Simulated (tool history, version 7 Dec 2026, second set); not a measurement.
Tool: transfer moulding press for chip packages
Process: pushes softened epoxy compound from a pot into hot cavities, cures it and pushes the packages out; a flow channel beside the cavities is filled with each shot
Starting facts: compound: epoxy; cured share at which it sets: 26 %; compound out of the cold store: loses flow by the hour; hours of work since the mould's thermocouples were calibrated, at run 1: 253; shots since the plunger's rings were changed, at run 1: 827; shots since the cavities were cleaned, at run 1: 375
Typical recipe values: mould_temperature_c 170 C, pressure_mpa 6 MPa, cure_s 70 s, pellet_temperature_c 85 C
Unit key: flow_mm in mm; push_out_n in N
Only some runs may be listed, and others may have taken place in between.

run	hour	mould_temperature_c	pressure_mpa	cure_s	pellet_temperature_c	hours of work since the mould's thermocouples were calibrated	shots since the plunger's rings were changed	shots since the cavities were cleaned	incoming compound's hours out of the cold store	flow_mm	push_out_n
1	0	170	6	70	85	253	827	375	15.2	737	875
2	5	170	7.36	70	85	257	916	464	8.1	827	988
3	9.7	170	6.99	70	85	261	1002	550	10.4	797	967
# hour 14.9: cavities cleaned with cleaning compound and waxed
4	21.2	170	6	70	81	268	1180	112	42.9	670	740
5	31	170	7.03	70	85	275	1357	289	26.3	762	818
6	39.7	170	7.03	70	85	282	1513	445	32.1	745	882
# hour 50.2: cavities cleaned with cleaning compound and waxed
7	50.2	170	7.03	70	85	289	1676	0	31.5	746	644
8	54.5	170	7.03	70	92	292	1753	77	42	720	666
9	62.5	170	6	70	85	298	1898	222	37.1	680	821
10	72.4	170	6	65	85	305	2075	399	18.9	717	1107
11	76.7	170	6	83	85	308	2152	476	41.8	664	650
# hour 85.7: cavities cleaned with cleaning compound and waxed
12	87.2	165	6	70	85	315	2314	26	20.7	719	1025
13	91.5	165	6	70	85	318	2392	104	12.5	727	1184
14	99.1	165	6	70	85	324	2530	242	22.7	707	1298
15	104.1	165	6	70	85	328	2619	331	28.8	701	1316
16	114.1	173	6	70	85	335	2799	511	46.3	637	748
# hour 121.3: cavities cleaned with cleaning compound and waxed
17	125.1	173	6	70	85	342	2970	68	43	642	596
18	133.2	174	6	70	78	348	3117	215	33.9	657	636
19	141	174	5.32	65	78	354	3257	355	17.3	649	842
20	150	166	6	70	85	361	3418	516	14.7	709	1342
# hour 156.4: cavities cleaned with cleaning compound and waxed
21	160.6	166	7.14	70	77	368	3582	76	35.1	723	1000
22	165.9	176	7.14	70	80	372	3678	172	33.3	705	559
23	173.6	170	6	87	76	377	3817	311	23.9	676	577
24	183.5	170	4.82	87	84	385	3994	488	36.7	584	571
# hour 192: cavities cleaned with cleaning compound and waxed
25	193.6	171	5.94	89	85	391	4149	29	18.2	677	444
26	198.5	171	5.94	89	85	395	4238	118	24.7	662	468
27	208.1	171	5.94	89	85	402	4410	290	27.2	652	555
28	216	171	5.94	89	85	408	4553	433	39.4	626	590

What if the next run were any one of these 5? Each begins from the tool's condition after run 28:
A	224.3	171	5.94	94	88	414	4701	581	17.9	?	?
B	224.3	170	7.44	70	85	414	4701	581	22.8	?	?
C	224.3	168	6.61	55	85	414	4701	581	35.2	?	?
D	224.3	171	6.72	62	85	414	4701	581	46.2	?	?
E	224.3	170	4.78	50	85	414	4701	581	26	?	?

run	flow_mm	push_out_n
A	667	582
B	744	926
C	679	1938
D	651	1157
E	593	2151
What these runs would have given with no unlogged condition in the tool:
run	flow_mm	push_out_n
A	729	396
B	813	622
C	741	1311
D	711	779
E	648	1456
